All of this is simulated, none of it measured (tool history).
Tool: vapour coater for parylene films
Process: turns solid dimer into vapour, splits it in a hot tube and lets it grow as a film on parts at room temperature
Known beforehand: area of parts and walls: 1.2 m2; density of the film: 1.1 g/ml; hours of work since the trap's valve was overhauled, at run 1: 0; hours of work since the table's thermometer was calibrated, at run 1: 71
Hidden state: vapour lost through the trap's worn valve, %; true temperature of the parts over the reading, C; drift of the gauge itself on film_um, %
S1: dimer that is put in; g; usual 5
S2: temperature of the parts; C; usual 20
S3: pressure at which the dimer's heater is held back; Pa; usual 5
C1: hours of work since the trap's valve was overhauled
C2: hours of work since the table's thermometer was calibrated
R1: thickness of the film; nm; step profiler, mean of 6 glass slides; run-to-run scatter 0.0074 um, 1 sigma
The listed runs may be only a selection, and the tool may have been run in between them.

| run | hour | S1 | S2 | S3 | C1 | C2 | R1 |
|---|---|---|---|---|---|---|---|
| 1 | 0 | 5 | 20 | 5 | 0 | 71 | 2173 |
| 2 | 66.2 | 5 | 15 | 5 | 36 | 107 | 2437 |
| 3 | 121.7 | 5 | 20 | 5 | 66 | 137 | 2187 |
| 4 | 191.2 | 5 | 20 | 5 | 104 | 175 | 2179 |
| 5 | 242.2 | 5 | 20 | 5 | 131 | 202 | 2190 |
| 6 | 299.3 | 5 | 20 | 5 | 162 | 233 | 2198 |
| 7 | 371.4 | 5 | 20 | 5 | 201 | 272 | 2183 |
| 8 | 417.9 | 5 | 23 | 5 | 226 | 298 | 2046 |
| 9 | 472 | 5 | 23 | 5 | 256 | 327 | 2042 |
| 10 | 539.6 | 5 | 23 | 5 | 292 | 364 | 2050 |
| 11 | 586.1 | 5 | 23 | 5 | 317 | 389 | 2060 |
| 12 | 623.6 | 5 | 23 | 5 | 338 | 409 | 2057 |
| 13 | 655.9 | 5 | 23 | 5 | 355 | 427 | 2060 |
| 14 | 691.8 | 5 | 23 | 5 | 375 | 446 | 2059 |
| 15 | 730.3 | 5 | 23 | 5 | 396 | 467 | 2052 |
| 16 | 796.8 | 5 | 23 | 5 | 432 | 503 | 2064 |
| 17 | 829 | 5 | 23 | 5 | 449 | 520 | 2060 |
| 18 | 877.7 | 5 | 23 | 5 | 475 | 547 | 2057 |
| 19 | 927.9 | 5 | 23 | 5 | 503 | 574 | 2074 |
| 20 | 994.5 | 2 | 15 | 8.36 | 539 | 610 | 915 |
| 21 | 1038.9 | 4 | 22 | 2.5 | 563 | 634 | 1874 |
|  | 1054.8 | trap's valve overhauled |
| 22 | 1111.9 | 4 | 22 | 2.5 | 31 | 671 | 1900 |
| 23 | 1168.1 | 8 | 12 | 2.5 | 61 | 702 | 4733 |
| 24 | 1227.3 | 5 | 26 | 7.55 | 93 | 734 | 1819 |
| 25 | 1257.8 | 6 | 13 | 9.4 | 110 | 750 | 2794 |
| 26 | 1300.8 | 6 | 17 | 10.4 | 133 | 774 | 2524 |
| 27 | 1366.7 | 5 | 30 | 3.4 | 169 | 809 | 1883 |
| 28 | 1426.9 | 4 | 17 | 3.38 | 202 | 842 | 2011 |
| 29 | 1501.8 | 4 | 17 | 8.55 | 242 | 883 | 1757 |
| 30 | 1565.9 | 6 | 13 | 5.25 | 277 | 917 | 3083 |
| 31 | 1598.1 | 5 | 15 | 2.37 | 294 | 935 | 2798 |
| 32 | 1629.7 | 5 | 15 | 7.39 | 311 | 952 | 2334 |
| 33 | 1661.1 | 5 | 15 | 7.39 | 328 | 969 | 2342 |
| 34 | 1725.1 | 5 | 19 | 4.94 | 363 | 1004 | 2292 |
| 35 | 1792.8 | 5 | 19 | 4.94 | 400 | 1040 | 2286 |
|  | 1853.4 | table's thermometer calibrated |
| 36 | 1863.7 | 5 | 19 | 4.94 | 438 | 6 | 2284 |
| 37 | 1928.2 | 5 | 19 | 4.94 | 473 | 40 | 2283 |
| 38 | 1960.8 | 4 | 25 | 4.06 | 490 | 58 | 1658 |

Consider 3 possible next runs. They are alternatives, not a sequence: every one starts from the tool as it was left by run 38. What does each give?
| A | 2000 | 2 | 12 | 8.27 | 511 | 79 | ? |
| B | 2000 | 6 | 24 | 5 | 511 | 79 | ? |
| C | 2000 | 5 | 18 | 5 | 511 | 79 | ? |

| run | R1 |
|---|---|
| A | 984 |
| B | 2459 |
| C | 2331 |
Had the tool no hidden state, the same runs would have come out as:
| run | R1 |
|---|---|
| A | 959 |
| B | 2397 |
| C | 2272 |

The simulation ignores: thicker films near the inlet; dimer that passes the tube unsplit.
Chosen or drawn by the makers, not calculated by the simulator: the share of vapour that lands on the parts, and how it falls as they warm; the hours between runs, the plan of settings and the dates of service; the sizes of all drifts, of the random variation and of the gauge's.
